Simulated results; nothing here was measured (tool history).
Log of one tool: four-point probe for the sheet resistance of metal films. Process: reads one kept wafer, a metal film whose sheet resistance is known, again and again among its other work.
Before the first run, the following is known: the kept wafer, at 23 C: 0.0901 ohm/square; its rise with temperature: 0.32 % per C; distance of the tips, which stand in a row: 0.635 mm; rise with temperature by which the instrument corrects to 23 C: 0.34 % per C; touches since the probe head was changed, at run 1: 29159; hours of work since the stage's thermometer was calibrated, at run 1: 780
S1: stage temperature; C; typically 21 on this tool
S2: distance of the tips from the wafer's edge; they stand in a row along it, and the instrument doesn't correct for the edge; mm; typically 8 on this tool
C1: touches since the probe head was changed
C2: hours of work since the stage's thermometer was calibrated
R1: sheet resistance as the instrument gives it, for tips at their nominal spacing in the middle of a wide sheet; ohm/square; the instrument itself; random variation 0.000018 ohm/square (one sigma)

{"run": 1, "hour": 0.0, "S1": 21, "S2": 8, "C1": 29159, "C2": 780, "R1": 0.090451}
{"run": 2, "hour": 35.7, "S1": 21, "S2": 8, "C1": 30448, "C2": 798, "R1": 0.090443}
{"run": 3, "hour": 63.1, "S1": 21, "S2": 8, "C1": 31433, "C2": 811, "R1": 0.090448}
{"run": 4, "hour": 90.1, "S1": 21, "S2": 8, "C1": 32409, "C2": 825, "R1": 0.090432}
{"run": 5, "hour": 126.4, "S1": 26, "S2": 8, "C1": 33714, "C2": 843, "R1": 0.09037}
{"run": 6, "hour": 163.0, "S1": 21, "S2": 55, "C1": 35036, "C2": 861, "R1": 0.090185}
{"run": 7, "hour": 196.5, "S1": 21, "S2": 11, "C1": 36242, "C2": 878, "R1": 0.090304}
{"run": 8, "hour": 243.6, "S1": 21, "S2": 8, "C1": 37941, "C2": 902, "R1": 0.090456}
{"run": 9, "hour": 280.4, "S1": 21, "S2": 6, "C1": 39267, "C2": 920, "R1": 0.090697}
{"run": 10, "hour": 311.5, "S1": 20, "S2": 8, "C1": 40387, "C2": 936, "R1": 0.090423}
{"run": 11, "hour": 357.3, "S1": 21, "S2": 8, "C1": 42039, "C2": 959, "R1": 0.090431}
{"run": 12, "hour": 386.2, "S1": 21, "S2": 8, "C1": 43079, "C2": 973, "R1": 0.090456}
{"run": 13, "hour": 434.8, "S1": 19, "S2": 8, "C1": 44832, "C2": 998, "R1": 0.090483}
{"run": 14, "hour": 455.2, "S1": 21, "S2": 24, "C1": 45568, "C2": 1008, "R1": 0.090173}
{"run": 15, "hour": 486.3, "S1": 21, "S2": 24, "C1": 46690, "C2": 1024, "R1": 0.09021}
{"run": 16, "hour": 522.7, "S1": 21, "S2": 24, "C1": 48002, "C2": 1042, "R1": 0.090168}
{"run": 17, "hour": 557.9, "S1": 32, "S2": 8, "C1": 49269, "C2": 1060, "R1": 0.090273}
{"run": 18, "hour": 591.1, "S1": 21, "S2": 8, "C1": 50467, "C2": 1076, "R1": 0.090466}
{"run": 19, "hour": 615.2, "S1": 21, "S2": 8, "C1": 51335, "C2": 1088, "R1": 0.090442}
{"run": 20, "hour": 661.9, "S1": 21, "S2": 8, "C1": 53020, "C2": 1112, "R1": 0.090423}
{"run": 21, "hour": 692.3, "S1": 21, "S2": 8, "C1": 54114, "C2": 1127, "R1": 0.090472}
{"run": 22, "hour": 736.4, "S1": 19, "S2": 60, "C1": 55706, "C2": 1149, "R1": 0.090182}
{"run": 23, "hour": 756.8, "S1": 29, "S2": 22, "C1": 56441, "C2": 1160, "R1": 0.090071}
{"run": 24, "hour": 785.8, "S1": 19, "S2": 13, "C1": 57484, "C2": 1174, "R1": 0.090289}
{"run": 25, "hour": 818.7, "S1": 30, "S2": 4, "C1": 58671, "C2": 1191, "R1": 0.091199}
{"run": 26, "hour": 851.5, "S1": 32, "S2": 4, "C1": 59853, "C2": 1207, "R1": 0.091165}
{"run": 27, "hour": 883.6, "S1": 20, "S2": 4, "C1": 61009, "C2": 1223, "R1": 0.091359}
{"run": 28, "hour": 928.9, "S1": 20, "S2": 4, "C1": 62642, "C2": 1246, "R1": 0.091356}
{"run": 29, "hour": 969.5, "S1": 20, "S2": 4, "C1": 64109, "C2": 1266, "R1": 0.091389}
{"run": 30, "hour": 989.5, "S1": 30, "S2": 9, "C1": 64828, "C2": 1276, "R1": 0.090206}
{"run": 31, "hour": 1035.9, "S1": 30, "S2": 9, "C1": 66500, "C2": 1300, "R1": 0.090248}
{"run": 32, "hour": 1058.9, "S1": 31, "S2": 29, "C1": 67330, "C2": 1311, "R1": 0.089998}
{"run": 33, "hour": 1102.0, "S1": 31, "S2": 29, "C1": 68883, "C2": 1333, "R1": 0.089976}
{"run": 34, "hour": 1134.9, "S1": 31, "S2": 29, "C1": 70070, "C2": 1349, "R1": 0.089998}
{"hour": 1155.9, "done": "new probe head fitted"}
{"run": 35, "hour": 1169.6, "S1": 31, "S2": 52, "C1": 495, "C2": 1366, "R1": 0.089934}
{"run": 36, "hour": 1199.5, "S1": 31, "S2": 52, "C1": 1573, "C2": 1381, "R1": 0.089985}
{"run": 37, "hour": 1248.3, "S1": 26, "S2": 4, "C1": 3332, "C2": 1406, "R1": 0.091259}
{"run": 38, "hour": 1275.1, "S1": 26, "S2": 5, "C1": 4298, "C2": 1419, "R1": 0.090843}
{"run": 39, "hour": 1318.4, "S1": 22, "S2": 5, "C1": 5857, "C2": 1441, "R1": 0.090873}

Forecast each of these 4 alternatives for the next run:
{"run": "A", "hour": 1354.3, "S1": 21, "S2": 18, "C1": 7150, "C2": 1459, "R1": "?"}
{"run": "B", "hour": 1354.3, "S1": 34, "S2": 62, "C1": 7150, "C2": 1459, "R1": "?"}
{"run": "C", "hour": 1354.3, "S1": 22, "S2": 18, "C1": 7150, "C2": 1459, "R1": "?"}
{"run": "D", "hour": 1354.3, "S1": 23, "S2": 7, "C1": 7150, "C2": 1459, "R1": "?"}

run=A R1=0.090217
run=B R1=0.089903
run=C R1=0.0902
run=D R1=0.090513
Stripped of hidden state, with their random variation kept, the same runs would have yielded:
run=A R1=0.090209
run=B R1=0.089894
run=C R1=0.090192
run=D R1=0.090505
